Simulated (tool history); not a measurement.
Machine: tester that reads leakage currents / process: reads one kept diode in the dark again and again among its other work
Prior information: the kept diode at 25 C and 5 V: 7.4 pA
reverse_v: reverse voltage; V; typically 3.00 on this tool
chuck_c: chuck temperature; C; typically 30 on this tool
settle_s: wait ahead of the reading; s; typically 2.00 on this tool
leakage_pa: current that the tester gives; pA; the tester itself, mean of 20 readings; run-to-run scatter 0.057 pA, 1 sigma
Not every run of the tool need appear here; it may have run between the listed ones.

| run | hour | reverse_v | chuck_c | settle_s | leakage_pa |
|---|---|---|---|---|---|
| 1 | 0.0 | 3.00 | 30 | 2.00 | 9.33 |
| 2 | 128.7 | 3.00 | 30 | 2.00 | 9.48 |
| 3 | 259.6 | 3.00 | 30 | 2.00 | 9.61 |
| 4 | 352.2 | 5.52 | 30 | 2.00 | 13.95 |
| 5 | 521.5 | 5.52 | 30 | 2.00 | 14.48 |
| 6 | 670.3 | 3.00 | 30 | 4.77 | 10.15 |
| 7 | 762.3 | 3.00 | 30 | 2.19 | 10.26 |
| 8 | 893.7 | 3.00 | 21 | 2.00 | 5.77 |
| 9 | 1033.9 | 3.00 | 21 | 0.35 | 7.09 |
| 10 | 1148.6 | 3.00 | 21 | 0.35 | 7.25 |
| 11 | 1329.1 | 2.44 | 21 | 0.35 | 6.43 |
| 12 | 1425.8 | 3.00 | 30 | 0.39 | 12.14 |
| 13 | 1499.9 | 3.00 | 30 | 2.00 | 11.29 |
|  | 1514.7 | tester calibrated |
| 14 | 1629.2 | 3.00 | 30 | 0.36 | 12.66 |
| 15 | 1764.7 | 3.00 | 30 | 0.36 | 12.72 |
|  | 1778.9 | chuck's temperature calibrated |
| 16 | 1913.0 | 3.00 | 30 | 2.00 | 13.47 |
|  | 2034.2 | tester calibrated, once more |
| 17 | 2064.5 | 3.00 | 30 | 2.00 | 13.46 |
| 18 | 2161.1 | 3.00 | 27 | 2.00 | 11.50 |
| 19 | 2254.7 | 3.00 | 27 | 2.00 | 11.61 |
| 20 | 2331.1 | 3.00 | 27 | 2.00 | 11.74 |
| 21 | 2414.3 | 3.00 | 58 | 7.86 | 93.15 |
| 22 | 2546.0 | 1.86 | 22 | 0.48 | 6.93 |
| 23 | 2665.5 | 1.86 | 35 | 0.48 | 13.92 |
| 24 | 2820.0 | 8.75 | 36 | 2.00 | 42.75 |
| 25 | 2940.0 | 11.79 | 27 | 2.20 | 38.49 |
| 26 | 3025.1 | 12.90 | 21 | 2.20 | 36.86 |
| 27 | 3150.9 | 4.02 | 38 | 9.21 | 27.77 |
| 28 | 3244.1 | 3.22 | 38 | 9.21 | 23.79 |
| 29 | 3387.1 | 3.00 | 29 | 0.60 | 14.95 |
| 30 | 3510.6 | 3.00 | 29 | 0.60 | 15.24 |
|  | 3565.3 | chuck's temperature calibrated |
| 31 | 3645.1 | 3.00 | 29 | 0.60 | 16.81 |
| 32 | 3759.4 | 3.00 | 30 | 2.04 | 17.32 |
|  | 3812.3 | probe card cleaned and baked |
| 33 | 3846.0 | 4.44 | 30 | 0.31 | 12.78 |
| 34 | 3946.0 | 4.44 | 30 | 6.79 | 11.11 |
| 35 | 4092.4 | 15.86 | 30 | 6.79 | 24.27 |
| 36 | 4271.3 | 15.86 | 30 | 6.79 | 26.02 |
| 37 | 4386.2 | 1.17 | 40 | 2.00 | 12.47 |
| 38 | 4474.5 | 7.11 | 40 | 2.00 | 35.26 |
| 39 | 4594.5 | 7.11 | 40 | 2.00 | 35.25 |

5 options for the next run, each taken on its own from the tool as it stands now. Forecast them:
| A | 4704.2 | 4.13 | 49 | 0.45 | ? |
| B | 4704.2 | 1.59 | 40 | 8.74 | ? |
| C | 4704.2 | 3.06 | 30 | 1.50 | ? |
| D | 4704.2 | 3.89 | 26 | 3.67 | ? |
| E | 4704.2 | 1.52 | 30 | 2.00 | ? |

| run | leakage_pa |
|---|---|
| A | 52.57 |
| B | 14.67 |
| C | 10.15 |
| D | 8.98 |
| E | 6.53 |
Stripped of hidden state, with their random variation kept, the same runs would have yielded:
| run | leakage_pa |
|---|---|
| A | 55.97 |
| B | 15.46 |
| C | 9.28 |
| D | 7.34 |
| E | 6.32 |
